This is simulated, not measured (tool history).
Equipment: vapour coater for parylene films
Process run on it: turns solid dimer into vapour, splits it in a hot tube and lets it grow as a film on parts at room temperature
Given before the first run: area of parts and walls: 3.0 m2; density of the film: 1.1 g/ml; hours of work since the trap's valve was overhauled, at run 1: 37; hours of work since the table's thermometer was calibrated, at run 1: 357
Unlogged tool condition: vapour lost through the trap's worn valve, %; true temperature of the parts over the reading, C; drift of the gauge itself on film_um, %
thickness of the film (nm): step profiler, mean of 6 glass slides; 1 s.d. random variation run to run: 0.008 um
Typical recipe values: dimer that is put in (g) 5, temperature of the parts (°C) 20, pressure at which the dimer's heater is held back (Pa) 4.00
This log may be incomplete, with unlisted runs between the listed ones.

run	hour	dimer that is put in (g)	temperature of the parts (°C)	pressure at which the dimer's heater is held back (Pa)	hours of work since the trap's valve was overhauled	hours of work since the table's thermometer was calibrated	thickness of the film (nm)
1	0.0	5	20	4.00	37	357	1192
2	9.1	5	20	4.00	45	365	1187
3	23.6	5	20	4.00	58	378	1177
4	30.2	5	20	4.00	64	384	1186
5	36.4	5	20	4.00	70	389	1183
6	51.1	5	20	4.00	83	402	1184
7	65.5	5	20	4.00	96	415	1173
8	78.4	9	25	4.00	107	427	1951
9	90.5	9	25	8.35	118	438	1854
10	98.9	9	25	8.35	125	445	1837
11	107.1	6	26	5.02	133	452	1242
12	121.3	3	17	3.59	145	465	748
13	132.9	3	17	3.59	156	475	763
14	146.9	5	18	11.11	168	488	1144

Alternative continuations, all from the tool just after run 14; predict every row:
A	159.4	5	15	11.05	179	499	?
B	159.4	4	26	4.00	179	499	?
C	159.4	4	20	11.11	179	499	?

run	thickness of the film (nm)
A	1211
B	844
C	883
What these runs would have given with no unlogged condition in the tool:
run	thickness of the film (nm)
A	1212
B	845
C	883
